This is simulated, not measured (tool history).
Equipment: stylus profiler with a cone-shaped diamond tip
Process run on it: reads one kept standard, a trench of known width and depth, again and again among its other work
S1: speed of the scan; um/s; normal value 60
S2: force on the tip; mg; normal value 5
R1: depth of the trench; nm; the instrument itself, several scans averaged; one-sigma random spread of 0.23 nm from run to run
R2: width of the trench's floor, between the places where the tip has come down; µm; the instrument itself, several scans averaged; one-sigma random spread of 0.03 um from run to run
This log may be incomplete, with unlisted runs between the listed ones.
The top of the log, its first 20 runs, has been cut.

run     day   S1     S2       R1     R2
 21  14.525   60   1.97  1006.89  92.64
 22  15.133   60   1.97  1006.83   92.7
 23  15.617   60   1.97  1007.04  92.64
 24  16.462  115   2.29  1008.01  92.49
 25  17.342  123   1.75  1006.71  92.38
 26  17.975  123   1.75  1006.27  92.41
 27  19.029   39   4.58  1011.33  92.61
 28  19.967   34   6.54  1013.66  92.62
 29   20.85   34   6.57  1014.22  92.58
 30   21.75   44   7.63  1015.16  92.49
 31  22.329   44   7.63  1015.64  92.53
 32    23.3  117      5  1012.11   92.4
 33  24.079  186   8.76  1017.16  92.31
 34  24.621   60   1.91  1007.29  92.35
 35   25.15  231   6.23  1013.63  92.11
 36  25.883   19   4.42  1011.72  92.44
 37  26.508   19   4.42  1011.18  92.41
 38  27.288   19   4.42  1011.39  92.44
 39  27.946   23    9.4  1018.36  92.39
 40  28.671   77  10.96  1020.05  92.28
 41  29.721   88   2.73  1008.73  92.11
 42  30.717  223  12.92   1021.7  92.07

Expected results for the next run?
 43  31.742  223  12.92   ?   ?

{"run 43": {"R1": 1021.77, "R2": 92.04}}
On a tool with no hidden condition, and with the same random variation, this run would have come out at R1 1020.01 nm, R2 93.75 µm.
